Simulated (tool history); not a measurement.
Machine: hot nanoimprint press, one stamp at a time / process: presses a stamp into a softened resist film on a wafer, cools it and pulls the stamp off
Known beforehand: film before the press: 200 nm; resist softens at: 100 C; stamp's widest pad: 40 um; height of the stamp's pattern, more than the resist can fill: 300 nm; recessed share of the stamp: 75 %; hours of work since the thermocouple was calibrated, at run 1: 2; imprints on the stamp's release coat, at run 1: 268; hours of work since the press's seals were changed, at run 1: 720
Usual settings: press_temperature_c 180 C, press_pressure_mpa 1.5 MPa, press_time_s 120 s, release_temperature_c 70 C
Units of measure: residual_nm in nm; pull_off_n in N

run,day,press_temperature_c,press_pressure_mpa,press_time_s,release_temperature_c,hours of work since the thermocouple was calibrated,imprints on the stamp's release coat,hours of work since the press's seals were changed,residual_nm,pull_off_n
1,0,180,1.5,120,70,2,268,720,103.5,136
2,1.588,180,1.5,120,70,30,401,748,102.8,137
# day 3.538: stamp cleaned and given a new release coat
3,4.746,180,1.5,120,70,81,101,799,102.5,138
4,6.558,180,1.5,77,70,113,252,831,120.5,135
5,8.233,180,1.5,120,70,143,393,861,103.7,135
# day 10.167: stamp cleaned and given a new release coat
6,10.717,175,1.5,120,70,182,46,900,129.1,138
7,12.85,169,1.5,120,70,220,224,938,157.8,139
8,14.954,180,1.5,127,70,257,400,975,101.3,139
# day 16.729: stamp cleaned and given a new release coat
9,17.271,180,1.48,120,70,293,45,1012,103.9,137
10,19.462,180,1.48,120,70,332,229,1050,103.7,137
11,20.833,180,1.48,120,70,356,344,1074,104.1,136
# day 23.3: stamp cleaned and given a new release coat
12,23.3,180,1.48,120,70,395,0,1114,104.9,135
13,25.988,180,1.48,120,70,443,225,1161,103.6,136
# day 27.758: plate thermocouple calibrated
14,28.717,180,1.48,120,70,17,443,1207,104.7,136
# day 30.058: stamp cleaned and given a new release coat
15,31.858,180,1.48,120,70,68,150,1258,105.3,135
16,33.242,179,2.05,140,62,92,266,1283,90.8,169
17,35.546,183,2.02,120,70,133,459,1323,80,135
# day 36.583: stamp cleaned and given a new release coat
# day 36.917: press's hydraulic seals changed and the load cell set to zero
18,38.896,183,2.02,120,70,182,166,35,79.2,140

The next listed run, before its measurement:
19,40.904,186,0.98,230,75,217,334,70,?,?

{"run 19": {"residual_nm": 71.2, "pull_off_n": 118}}
Take away the tool's hidden state, keep the run-to-run variation as it was, and the same run would have given residual_nm 70.6 nm, pull_off_n 118 N.
